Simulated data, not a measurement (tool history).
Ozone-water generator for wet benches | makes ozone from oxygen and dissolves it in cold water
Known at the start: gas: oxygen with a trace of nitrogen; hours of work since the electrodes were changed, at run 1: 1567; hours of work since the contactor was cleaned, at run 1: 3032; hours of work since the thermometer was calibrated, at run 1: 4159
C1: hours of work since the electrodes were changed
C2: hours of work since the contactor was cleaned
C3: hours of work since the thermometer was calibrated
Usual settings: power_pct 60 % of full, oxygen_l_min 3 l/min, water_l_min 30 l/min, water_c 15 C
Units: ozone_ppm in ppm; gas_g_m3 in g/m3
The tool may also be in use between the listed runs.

run 1 day=0 | power_pct=60 oxygen_l_min=3 water_l_min=30 water_c=15 | C1=1567 C2=3032 C3=4159 | ozone_ppm=9.8 gas_g_m3=168.1
run 2 day=3.292 | power_pct=60 oxygen_l_min=3 water_l_min=30 water_c=15 | C1=1625 C2=3090 C3=4218 | ozone_ppm=9.4 gas_g_m3=165.1
run 3 day=7.633 | power_pct=60 oxygen_l_min=3 water_l_min=30 water_c=15 | C1=1702 C2=3167 C3=4294 | ozone_ppm=9.5 gas_g_m3=167.4
run 4 day=10.162 | power_pct=60 oxygen_l_min=3 water_l_min=30 water_c=15 | C1=1746 C2=3212 C3=4339 | ozone_ppm=9.6 gas_g_m3=167.2
run 5 day=13.5 | power_pct=60 oxygen_l_min=3 water_l_min=30 water_c=15 | C1=1805 C2=3271 C3=4398 | ozone_ppm=9.5 gas_g_m3=168.1
run 6 day=16.962 | power_pct=60 oxygen_l_min=3 water_l_min=30 water_c=15 | C1=1867 C2=3332 C3=4459 | ozone_ppm=9.7 gas_g_m3=165.8
run 7 day=19.8 | power_pct=60 oxygen_l_min=3 water_l_min=30 water_c=15 | C1=1917 C2=3382 C3=4509 | ozone_ppm=9.4 gas_g_m3=165.5
run 8 day=21.996 | power_pct=60 oxygen_l_min=3 water_l_min=30 water_c=15 | C1=1955 C2=3421 C3=4548 | ozone_ppm=9.6 gas_g_m3=166.6
run 9 day=25.975 | power_pct=60 oxygen_l_min=3 water_l_min=30 water_c=15 | C1=2026 C2=3491 C3=4618 | ozone_ppm=9.6 gas_g_m3=165.1
run 10 day=30.483 | power_pct=60 oxygen_l_min=3 water_l_min=30 water_c=15 | C1=2105 C2=3571 C3=4698 | ozone_ppm=9.7 gas_g_m3=164
run 11 day=35.104 | power_pct=60 oxygen_l_min=3 water_l_min=30 water_c=15 | C1=2187 C2=3652 C3=4780 | ozone_ppm=9.4 gas_g_m3=163.7
-- day=35.467 water thermometer calibrated
run 12 day=38.012 | power_pct=60 oxygen_l_min=3 water_l_min=30 water_c=15 | C1=2238 C2=3703 C3=45 | ozone_ppm=9.7 gas_g_m3=164
run 13 day=41.317 | power_pct=60 oxygen_l_min=3 water_l_min=29 water_c=15 | C1=2296 C2=3762 C3=103 | ozone_ppm=9.9 gas_g_m3=164.6
run 14 day=44.279 | power_pct=60 oxygen_l_min=3 water_l_min=29 water_c=15 | C1=2349 C2=3814 C3=156 | ozone_ppm=9.8 gas_g_m3=165.6
run 15 day=48.658 | power_pct=60 oxygen_l_min=3 water_l_min=29 water_c=15 | C1=2426 C2=3891 C3=233 | ozone_ppm=10.1 gas_g_m3=163.3
run 16 day=50.633 | power_pct=60 oxygen_l_min=3 water_l_min=30 water_c=15 | C1=2461 C2=3926 C3=268 | ozone_ppm=9.5 gas_g_m3=161.8
-- day=52.9 gauge calibrated
run 17 day=52.9 | power_pct=60 oxygen_l_min=3 water_l_min=30 water_c=15 | C1=2501 C2=3966 C3=308 | ozone_ppm=9.7 gas_g_m3=168.3
run 18 day=54.85 | power_pct=54 oxygen_l_min=2.4 water_l_min=28 water_c=13 | C1=2536 C2=4001 C3=342 | ozone_ppm=8.8 gas_g_m3=167.5
run 19 day=59.317 | power_pct=54 oxygen_l_min=2.4 water_l_min=20 water_c=17 | C1=2614 C2=4080 C3=421 | ozone_ppm=12.2 gas_g_m3=166.1
run 20 day=61.975 | power_pct=60 oxygen_l_min=3 water_l_min=36 water_c=17 | C1=2661 C2=4127 C3=468 | ozone_ppm=7.7 gas_g_m3=167.6
run 21 day=65.567 | power_pct=68 oxygen_l_min=1.75 water_l_min=36 water_c=17 | C1=2725 C2=4190 C3=532 | ozone_ppm=6.8 gas_g_m3=230.7
run 22 day=67.571 | power_pct=65 oxygen_l_min=4.99 water_l_min=41 water_c=16 | C1=2760 C2=4226 C3=567 | ozone_ppm=8.4 gas_g_m3=145.4
run 23 day=71.825 | power_pct=65 oxygen_l_min=4.99 water_l_min=41 water_c=16 | C1=2835 C2=4301 C3=642 | ozone_ppm=8.4 gas_g_m3=144
run 24 day=73.796 | power_pct=65 oxygen_l_min=4.99 water_l_min=41 water_c=16 | C1=2870 C2=4335 C3=677 | ozone_ppm=8.4 gas_g_m3=143.8
run 25 day=77.5 | power_pct=65 oxygen_l_min=4.99 water_l_min=22 water_c=15 | C1=2936 C2=4401 C3=743 | ozone_ppm=16.4 gas_g_m3=142.1
run 26 day=80.942 | power_pct=90 oxygen_l_min=3 water_l_min=31 water_c=15 | C1=2996 C2=4462 C3=803 | ozone_ppm=13.1 gas_g_m3=233.9
run 27 day=83.275 | power_pct=60 oxygen_l_min=5.22 water_l_min=20 water_c=15 | C1=3038 C2=4503 C3=845 | ozone_ppm=16.7 gas_g_m3=130.7
run 28 day=86.825 | power_pct=60 oxygen_l_min=2.96 water_l_min=20 water_c=15 | C1=3100 C2=4566 C3=907 | ozone_ppm=14.6 gas_g_m3=167.6
run 29 day=89.429 | power_pct=60 oxygen_l_min=2.96 water_l_min=38 water_c=15 | C1=3146 C2=4612 C3=953 | ozone_ppm=7.1 gas_g_m3=165.6
run 30 day=93.758 | power_pct=57 oxygen_l_min=2.22 water_l_min=38 water_c=15 | C1=3223 C2=4688 C3=1030 | ozone_ppm=6 gas_g_m3=175.8
run 31 day=96.367 | power_pct=57 oxygen_l_min=2.22 water_l_min=38 water_c=15 | C1=3269 C2=4734 C3=1076 | ozone_ppm=6 gas_g_m3=176.2
run 32 day=99.812 | power_pct=100 oxygen_l_min=1.68 water_l_min=38 water_c=12 | C1=3330 C2=4795 C3=1137 | ozone_ppm=8.8 gas_g_m3=321.7
run 33 day=103.204 | power_pct=100 oxygen_l_min=1.68 water_l_min=38 water_c=12 | C1=3390 C2=4855 C3=1197 | ozone_ppm=8.6 gas_g_m3=324

Forecast each of these 3 alternatives for the next run:
run A day=106.933 | power_pct=79 oxygen_l_min=3 water_l_min=22 water_c=15 | C1=3456 C2=4921 C3=1262 | ozone_ppm=? gas_g_m3=?
run B day=106.933 | power_pct=100 oxygen_l_min=2.13 water_l_min=38 water_c=8 | C1=3456 C2=4921 C3=1262 | ozone_ppm=? gas_g_m3=?
run C day=106.933 | power_pct=100 oxygen_l_min=1.68 water_l_min=38 water_c=16 | C1=3456 C2=4921 C3=1262 | ozone_ppm=? gas_g_m3=?

run=A ozone_ppm=16.9 gas_g_m3=206.7
run=B ozone_ppm=9.8 gas_g_m3=289.7
run=C ozone_ppm=8.5 gas_g_m3=320.1
Without the tool's hidden state the same runs would have given:
run=A ozone_ppm=16.9 gas_g_m3=213.2
run=B ozone_ppm=9.8 gas_g_m3=299
run=C ozone_ppm=8.5 gas_g_m3=330.3
